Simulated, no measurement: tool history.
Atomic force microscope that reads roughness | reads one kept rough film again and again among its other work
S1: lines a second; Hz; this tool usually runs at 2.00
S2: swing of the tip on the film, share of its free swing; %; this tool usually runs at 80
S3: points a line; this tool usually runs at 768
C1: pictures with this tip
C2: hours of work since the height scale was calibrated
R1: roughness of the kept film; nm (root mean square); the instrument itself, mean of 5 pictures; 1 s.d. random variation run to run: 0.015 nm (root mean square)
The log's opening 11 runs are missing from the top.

run 12 hour=144.0 | S1=2.00 S2=80 S3=768 | C1=173 C2=83 | R1=3.054
-- hour=145.9 new tip fitted
run 13 hour=163.1 | S1=2.00 S2=80 S3=768 | C1=14 C2=91 | R1=3.489
run 14 hour=179.0 | S1=2.00 S2=80 S3=768 | C1=27 C2=98 | R1=3.477
run 15 hour=190.1 | S1=2.00 S2=80 S3=768 | C1=36 C2=103 | R1=3.429
run 16 hour=205.1 | S1=2.00 S2=80 S3=768 | C1=47 C2=109 | R1=3.397
run 17 hour=222.6 | S1=2.00 S2=80 S3=768 | C1=61 C2=117 | R1=3.337
run 18 hour=237.6 | S1=2.00 S2=80 S3=768 | C1=73 C2=123 | R1=3.297
run 19 hour=255.9 | S1=2.00 S2=80 S3=768 | C1=88 C2=131 | R1=3.242
run 20 hour=273.4 | S1=2.67 S2=80 S3=768 | C1=102 C2=139 | R1=3.085
run 21 hour=283.7 | S1=2.00 S2=80 S3=599 | C1=110 C2=143 | R1=3.233
run 22 hour=297.7 | S1=2.00 S2=58 S3=503 | C1=121 C2=150 | R1=3.614
run 23 hour=316.6 | S1=3.52 S2=80 S3=677 | C1=136 C2=158 | R1=2.790
run 24 hour=328.9 | S1=1.11 S2=79 S3=768 | C1=146 C2=163 | R1=3.370
run 25 hour=343.2 | S1=1.11 S2=79 S3=768 | C1=157 C2=169 | R1=3.348
run 26 hour=362.0 | S1=1.99 S2=80 S3=1016 | C1=172 C2=177 | R1=3.051
-- hour=364.7 new tip fitted
run 27 hour=371.5 | S1=1.99 S2=80 S3=1016 | C1=5 C2=181 | R1=3.521
run 28 hour=388.9 | S1=1.99 S2=80 S3=288 | C1=19 C2=189 | R1=3.477
-- hour=391.2 height scale calibrated on a step standard
run 29 hour=403.8 | S1=1.99 S2=80 S3=288 | C1=30 C2=5 | R1=3.420
run 30 hour=413.7 | S1=2.36 S2=80 S3=768 | C1=38 C2=10 | R1=3.338
run 31 hour=430.8 | S1=2.36 S2=82 S3=768 | C1=51 C2=17 | R1=3.213
-- hour=433.1 height scale calibrated on a step standard, once more
run 32 hour=445.4 | S1=2.36 S2=89 S3=768 | C1=62 C2=5 | R1=2.952
run 33 hour=461.4 | S1=2.36 S2=89 S3=768 | C1=75 C2=12 | R1=2.888
run 34 hour=477.3 | S1=2.00 S2=84 S3=768 | C1=87 C2=19 | R1=3.144

Run 35 comes next. What will it give?
run 35 hour=495.2 | S1=2.00 S2=84 S3=768 | C1=102 C2=27 | R1=?

R1: 3.134 nm (root mean square)
Were there no unlogged condition in the tool, this run, its random variation unchanged, would have produced R1 3.452 nm (root mean square).

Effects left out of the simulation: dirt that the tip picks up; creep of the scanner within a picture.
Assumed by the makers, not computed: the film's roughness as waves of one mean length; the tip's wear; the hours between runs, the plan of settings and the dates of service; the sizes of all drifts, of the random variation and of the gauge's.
